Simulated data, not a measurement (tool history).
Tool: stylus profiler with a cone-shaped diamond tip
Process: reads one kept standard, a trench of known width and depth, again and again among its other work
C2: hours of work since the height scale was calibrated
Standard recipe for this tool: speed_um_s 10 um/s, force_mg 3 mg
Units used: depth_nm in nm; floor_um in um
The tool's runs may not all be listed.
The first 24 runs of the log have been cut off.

run 25 hour=693.6 | speed_um_s=15 force_mg=1.89 | scans_with_this_tip=10098 C2=28 | depth_nm=1006.16 floor_um=22.37
run 26 hour=724 | speed_um_s=15 force_mg=1.89 | scans_with_this_tip=10286 C2=43 | depth_nm=1006.26 floor_um=22.4
run 27 hour=744.8 | speed_um_s=12 force_mg=2.47 | scans_with_this_tip=10415 C2=52 | depth_nm=1008.33 floor_um=22.38
run 28 hour=768 | speed_um_s=12 force_mg=5.87 | scans_with_this_tip=10559 C2=64 | depth_nm=1018.1 floor_um=22.38
-- hour=785.7 height scale calibrated on a step standard, once more
run 29 hour=789.9 | speed_um_s=6 force_mg=5.95 | scans_with_this_tip=10691 C2=2 | depth_nm=1021.75 floor_um=22.38
run 30 hour=809.8 | speed_um_s=4 force_mg=1.31 | scans_with_this_tip=10814 C2=12 | depth_nm=1008.01 floor_um=22.37
run 31 hour=839.9 | speed_um_s=28 force_mg=2.21 | scans_with_this_tip=11001 C2=26 | depth_nm=1011.24 floor_um=22.19
run 32 hour=870.8 | speed_um_s=27 force_mg=7.74 | scans_with_this_tip=11192 C2=41 | depth_nm=1026.35 floor_um=22.2
run 33 hour=903.5 | speed_um_s=27 force_mg=7.74 | scans_with_this_tip=11394 C2=56 | depth_nm=1025.73 floor_um=22.19
run 34 hour=941.5 | speed_um_s=27 force_mg=7.74 | scans_with_this_tip=11629 C2=74 | depth_nm=1025.51 floor_um=22.19
run 35 hour=960.6 | speed_um_s=11 force_mg=7.47 | scans_with_this_tip=11748 C2=83 | depth_nm=1025.36 floor_um=22.14
run 36 hour=994.7 | speed_um_s=17 force_mg=1.08 | scans_with_this_tip=11959 C2=100 | depth_nm=1006.59 floor_um=22.13
run 37 hour=1031.4 | speed_um_s=19 force_mg=1.08 | scans_with_this_tip=12186 C2=117 | depth_nm=1006.5 floor_um=22.02
run 38 hour=1057.7 | speed_um_s=15 force_mg=1.92 | scans_with_this_tip=12348 C2=130 | depth_nm=1009.91 floor_um=22.07
run 39 hour=1086.9 | speed_um_s=16 force_mg=1.73 | scans_with_this_tip=12529 C2=144 | depth_nm=1008.75 floor_um=22.03
run 40 hour=1110 | speed_um_s=28 force_mg=3 | scans_with_this_tip=12672 C2=155 | depth_nm=1013.3 floor_um=21.98
run 41 hour=1152 | speed_um_s=6 force_mg=1.42 | scans_with_this_tip=12932 C2=175 | depth_nm=1008.12 floor_um=22.04

Each row is a separate what-if for the run after 41, all from the same tool condition, not one after another. Results?
run A hour=1186.7 | speed_um_s=16 force_mg=3.25 | scans_with_this_tip=13147 C2=191 | depth_nm=? floor_um=?
run B hour=1186.7 | speed_um_s=6 force_mg=5.86 | scans_with_this_tip=13147 C2=191 | depth_nm=? floor_um=?
run C hour=1186.7 | speed_um_s=13 force_mg=1.43 | scans_with_this_tip=13147 C2=191 | depth_nm=? floor_um=?
run D hour=1186.7 | speed_um_s=5 force_mg=2.21 | scans_with_this_tip=13147 C2=191 | depth_nm=? floor_um=?

run=A depth_nm=1014.13 floor_um=22.05
run=B depth_nm=1020.87 floor_um=22.08
run=C depth_nm=1007.46 floor_um=21.93
run=D depth_nm=1010.57 floor_um=22.03
With no hidden state in the tool, these same runs would have given:
run=A depth_nm=1014.91 floor_um=23.99
run=B depth_nm=1021.65 floor_um=24.02
run=C depth_nm=1008.23 floor_um=23.88
run=D depth_nm=1011.35 floor_um=23.97
